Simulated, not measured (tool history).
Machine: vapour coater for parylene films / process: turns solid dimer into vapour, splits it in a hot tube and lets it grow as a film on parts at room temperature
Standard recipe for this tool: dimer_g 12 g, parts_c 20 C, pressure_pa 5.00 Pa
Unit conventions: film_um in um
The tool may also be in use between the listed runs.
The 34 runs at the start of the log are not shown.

run	hour	dimer_g	parts_c	pressure_pa	hours of work since the trap's valve was overhauled	hours of work since the table's thermometer was calibrated	film_um
35	725.8	19	31	8.63	230	1164	2.30
36	749.3	19	31	8.63	247	1181	2.25
37	776.6	5	31	5.00	267	1201	0.66
38	801.7	11	18	6.56	285	1220	1.93
39	832.2	8	20	3.41	307	1242	1.45
40	850.6	12	20	2.30	321	1255	2.39
41	869.5	9	17	4.26	335	1269	1.74
42	897.8	14	22	5.00	355	1290	2.34
43	928.7	14	13	4.05	378	1312	2.94
44	942.1	10	25	6.27	387	1322	1.47
45	956.7	10	25	6.27	398	1332	1.47

5 ways to go on from here, each from the tool as it stands after run 45. What would each give?
A	987.8	21	14	2.75	421	1355	?
B	987.8	8	20	5.15	421	1355	?
C	987.8	6	25	2.62	421	1355	?
D	987.8	12	20	6.42	421	1355	?
E	987.8	5	15	5.00	421	1355	?

run	film_um
A	4.69
B	1.39
C	1.04
D	1.98
E	0.98
Take away the tool's hidden state, keep each run's random variation, and the runs would have read:
run	film_um
A	4.71
B	1.39
C	1.04
D	1.99
E	0.99
